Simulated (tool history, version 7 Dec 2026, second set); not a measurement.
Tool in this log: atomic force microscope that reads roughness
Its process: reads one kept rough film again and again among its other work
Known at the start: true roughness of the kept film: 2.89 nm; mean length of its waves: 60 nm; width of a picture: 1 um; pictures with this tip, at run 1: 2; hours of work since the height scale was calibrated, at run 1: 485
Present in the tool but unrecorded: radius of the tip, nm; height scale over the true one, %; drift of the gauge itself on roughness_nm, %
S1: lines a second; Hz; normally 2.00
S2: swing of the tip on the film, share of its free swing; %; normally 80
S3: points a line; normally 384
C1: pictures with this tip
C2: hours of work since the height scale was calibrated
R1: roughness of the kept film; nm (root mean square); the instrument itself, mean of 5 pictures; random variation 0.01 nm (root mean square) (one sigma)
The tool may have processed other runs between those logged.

run 1 hour=0.0 | S1=2.00 S2=80 S3=384 | C1=2 C2=485 | R1=2.353
run 2 hour=20.8 | S1=2.00 S2=80 S3=384 | C1=53 C2=502 | R1=2.355
run 3 hour=55.6 | S1=2.00 S2=80 S3=384 | C1=137 C2=529 | R1=2.369
-- hour=69.8 new tip fitted
run 4 hour=91.1 | S1=2.00 S2=59 S3=384 | C1=51 C2=557 | R1=2.659
run 5 hour=115.7 | S1=2.00 S2=87 S3=384 | C1=111 C2=576 | R1=2.209
run 6 hour=133.8 | S1=2.00 S2=71 S3=384 | C1=155 C2=590 | R1=2.517
-- hour=140.1 new tip fitted
run 7 hour=168.8 | S1=1.76 S2=80 S3=384 | C1=70 C2=618 | R1=2.419
run 8 hour=187.1 | S1=1.76 S2=80 S3=316 | C1=114 C2=632 | R1=2.402
run 9 hour=208.4 | S1=0.86 S2=80 S3=384 | C1=166 C2=649 | R1=2.616
-- hour=211.2 new tip fitted
run 10 hour=226.1 | S1=0.86 S2=80 S3=384 | C1=36 C2=662 | R1=2.602
run 11 hour=241.7 | S1=2.00 S2=80 S3=384 | C1=74 C2=675 | R1=2.364
run 12 hour=264.0 | S1=2.00 S2=80 S3=384 | C1=128 C2=692 | R1=2.373
-- hour=282.3 new tip fitted
run 13 hour=285.3 | S1=2.00 S2=80 S3=384 | C1=7 C2=709 | R1=2.359
run 14 hour=316.9 | S1=2.00 S2=80 S3=384 | C1=84 C2=734 | R1=2.343
run 15 hour=339.6 | S1=2.00 S2=80 S3=384 | C1=139 C2=751 | R1=2.309
-- hour=355.1 new tip fitted
run 16 hour=365.4 | S1=2.00 S2=60 S3=419 | C1=25 C2=771 | R1=2.700
run 17 hour=387.1 | S1=2.00 S2=67 S3=419 | C1=78 C2=788 | R1=2.599
run 18 hour=405.4 | S1=2.00 S2=67 S3=419 | C1=122 C2=803 | R1=2.590
-- hour=426.1 new tip fitted
run 19 hour=441.6 | S1=1.50 S2=80 S3=801 | C1=37 C2=831 | R1=2.493
run 20 hour=461.1 | S1=1.50 S2=80 S3=927 | C1=85 C2=846 | R1=2.476
run 21 hour=478.0 | S1=1.50 S2=80 S3=927 | C1=126 C2=860 | R1=2.462
-- hour=497.3 new tip fitted
run 22 hour=503.4 | S1=1.50 S2=69 S3=927 | C1=15 C2=879 | R1=2.630
run 23 hour=537.8 | S1=0.66 S2=75 S3=832 | C1=99 C2=906 | R1=2.672
-- hour=567.8 new tip fitted
run 24 hour=567.8 | S1=2.75 S2=75 S3=925 | C1=0 C2=930 | R1=2.338
run 25 hour=600.7 | S1=2.75 S2=75 S3=925 | C1=80 C2=956 | R1=2.353
run 26 hour=620.5 | S1=1.44 S2=65 S3=925 | C1=128 C2=971 | R1=2.651
-- hour=640.7 new tip fitted
run 27 hour=648.7 | S1=3.12 S2=76 S3=925 | C1=19 C2=993 | R1=2.246

Here are 4 independent what-if runs from the current tool condition. What would each one return?
run A hour=683.5 | S1=2.63 S2=76 S3=925 | C1=104 C2=1020 | R1=?
run B hour=683.5 | S1=2.00 S2=59 S3=937 | C1=104 C2=1020 | R1=?
run C hour=683.5 | S1=2.61 S2=76 S3=925 | C1=104 C2=1020 | R1=?
run D hour=683.5 | S1=2.64 S2=76 S3=530 | C1=104 C2=1020 | R1=?

run=A R1=2.343
run=B R1=2.651
run=C R1=2.319
run=D R1=2.324
With the hidden condition removed and each run's random variation left untouched, the same runs would have given:
run=A R1=2.346
run=B R1=2.654
run=C R1=2.321
run=D R1=2.327
